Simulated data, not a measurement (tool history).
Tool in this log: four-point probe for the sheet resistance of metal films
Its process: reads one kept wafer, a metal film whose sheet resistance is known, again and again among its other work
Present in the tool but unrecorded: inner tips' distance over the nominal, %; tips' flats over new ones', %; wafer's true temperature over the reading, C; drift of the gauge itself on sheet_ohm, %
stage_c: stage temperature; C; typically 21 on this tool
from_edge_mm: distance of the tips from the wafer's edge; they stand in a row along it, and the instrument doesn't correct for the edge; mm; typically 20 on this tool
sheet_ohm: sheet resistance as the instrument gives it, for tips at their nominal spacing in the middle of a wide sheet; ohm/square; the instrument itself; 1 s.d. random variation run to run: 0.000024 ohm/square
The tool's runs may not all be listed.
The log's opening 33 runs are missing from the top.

run,day,stage_c,from_edge_mm,touches since the probe head was changed,hours of work since the stage's thermometer was calibrated,sheet_ohm
34,14.962,31,12,30425,26,0.118866
35,15.271,21,49,30672,30,0.118337
# day 15.583: stage's thermometer calibrated, once more
36,15.879,21,38,31147,5,0.118193
37,16.267,21,66,31461,11,0.118206
38,16.625,20,30,31750,17,0.118177
39,17.133,20,30,32159,25,0.118240
40,17.612,31,5,32548,33,0.119577
41,18.004,19,4,32863,39,0.119766
42,18.538,19,4,33293,47,0.119768
43,18.962,24,37,33638,54,0.118382
44,19.467,20,48,34045,62,0.118246
45,19.792,21,5,34307,68,0.119196

Each row is a separate what-if for the run after 45, all from the same tool condition, not one after another. Results?
A,20.375,20,21,34778,77,?
B,20.375,22,5,34778,77,?
C,20.375,33,4,34778,77,?

run,sheet_ohm
A,0.118248
B,0.119297
C,0.120279
Had the tool no hidden state, the same runs would have come out as:
run,sheet_ohm
A,0.117928
B,0.118974
C,0.119954

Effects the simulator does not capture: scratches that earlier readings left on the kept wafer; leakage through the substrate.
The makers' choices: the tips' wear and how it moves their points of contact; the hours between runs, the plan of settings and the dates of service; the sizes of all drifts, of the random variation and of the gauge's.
